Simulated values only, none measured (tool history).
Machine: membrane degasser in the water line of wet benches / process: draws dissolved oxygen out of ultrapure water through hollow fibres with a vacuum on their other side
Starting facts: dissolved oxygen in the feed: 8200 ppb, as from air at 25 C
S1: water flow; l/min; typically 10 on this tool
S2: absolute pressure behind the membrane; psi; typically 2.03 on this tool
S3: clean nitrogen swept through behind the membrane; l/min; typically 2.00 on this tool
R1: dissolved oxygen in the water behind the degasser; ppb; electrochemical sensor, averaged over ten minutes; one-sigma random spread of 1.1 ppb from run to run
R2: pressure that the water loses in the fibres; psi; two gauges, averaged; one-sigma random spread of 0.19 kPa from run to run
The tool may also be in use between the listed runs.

{"run": 1, "day": 0.0, "S1": 10, "S2": 2.03, "S3": 2.0, "R1": 147.7, "R2": 6.076}
{"run": 2, "day": 1.4, "S1": 10, "S2": 2.03, "S3": 2.0, "R1": 145.9, "R2": 6.05}
{"run": 3, "day": 2.379, "S1": 10, "S2": 2.03, "S3": 2.05, "R1": 142.8, "R2": 6.05}
{"run": 4, "day": 3.912, "S1": 10, "S2": 2.03, "S3": 2.05, "R1": 142.1, "R2": 5.989}
{"day": 5.133, "done": "vacuum gauge calibrated"}
{"run": 5, "day": 5.638, "S1": 10, "S2": 2.03, "S3": 2.05, "R1": 142.4, "R2": 5.978}
{"run": 6, "day": 7.275, "S1": 7, "S2": 2.03, "S3": 2.0, "R1": 98.3, "R2": 4.167}
{"run": 7, "day": 8.358, "S1": 7, "S2": 2.03, "S3": 2.0, "R1": 98.2, "R2": 4.215}
{"run": 8, "day": 10.058, "S1": 10, "S2": 2.35, "S3": 2.0, "R1": 169.8, "R2": 5.973}
{"run": 9, "day": 11.308, "S1": 10, "S2": 2.35, "S3": 2.0, "R1": 169.8, "R2": 5.949}
{"run": 10, "day": 12.854, "S1": 10, "S2": 2.03, "S3": 2.0, "R1": 146.9, "R2": 5.993}
{"run": 11, "day": 13.658, "S1": 10, "S2": 2.03, "S3": 2.0, "R1": 145.6, "R2": 5.992}
{"run": 12, "day": 15.058, "S1": 10, "S2": 2.03, "S3": 2.48, "R1": 123.9, "R2": 5.938}
{"run": 13, "day": 16.638, "S1": 10, "S2": 2.03, "S3": 2.48, "R1": 120.9, "R2": 5.976}
{"run": 14, "day": 18.271, "S1": 10, "S2": 3.03, "S3": 1.64, "R1": 269.7, "R2": 5.978}
{"run": 15, "day": 20.062, "S1": 10, "S2": 4.02, "S3": 2.44, "R1": 255.6, "R2": 5.958}
{"run": 16, "day": 20.883, "S1": 10, "S2": 4.02, "S3": 2.44, "R1": 256.5, "R2": 5.96}
{"run": 17, "day": 22.654, "S1": 10, "S2": 4.02, "S3": 2.44, "R1": 253.9, "R2": 5.952}
{"run": 18, "day": 23.492, "S1": 9, "S2": 2.73, "S3": 2.0, "R1": 183.2, "R2": 5.332}
{"run": 19, "day": 24.788, "S1": 14, "S2": 2.73, "S3": 2.0, "R1": 285.5, "R2": 8.353}
{"run": 20, "day": 26.271, "S1": 14, "S2": 1.96, "S3": 1.59, "R1": 247.0, "R2": 8.26}
{"run": 21, "day": 27.5, "S1": 14, "S2": 2.39, "S3": 2.61, "R1": 201.3, "R2": 8.277}
{"run": 22, "day": 29.05, "S1": 8, "S2": 2.03, "S3": 5.81, "R1": 46.2, "R2": 4.72}
{"run": 23, "day": 30.088, "S1": 6, "S2": 2.71, "S3": 4.88, "R1": 51.0, "R2": 3.572}
{"run": 24, "day": 31.517, "S1": 13, "S2": 1.94, "S3": 2.0, "R1": 184.4, "R2": 7.732}

Branching from run 24: 5 alternative next runs. What would each branch give?
{"run": "A", "day": 32.917, "S1": 13, "S2": 3.16, "S3": 2.23, "R1": "?", "R2": "?"}
{"run": "B", "day": 32.917, "S1": 10, "S2": 4.92, "S3": 2.0, "R1": "?", "R2": "?"}
{"run": "C", "day": 32.917, "S1": 6, "S2": 4.34, "S3": 1.08, "R1": "?", "R2": "?"}
{"run": "D", "day": 32.917, "S1": 10, "S2": 1.75, "S3": 4.4, "R1": "?", "R2": "?"}
{"run": "E", "day": 32.917, "S1": 11, "S2": 2.32, "S3": 1.85, "R1": "?", "R2": "?"}

run=A R1=283.7 R2=7.674
run=B R1=375.7 R2=5.957
run=C R1=354.7 R2=3.546
run=D R1=66.8 R2=5.919
run=E R1=202.0 R2=6.521
Had the tool no hidden state, the same runs would have come out as:
run=A R1=283.5 R2=7.799
run=B R1=375.5 R2=6.054
run=C R1=354.4 R2=3.603
run=D R1=66.7 R2=6.016
run=E R1=201.9 R2=6.627
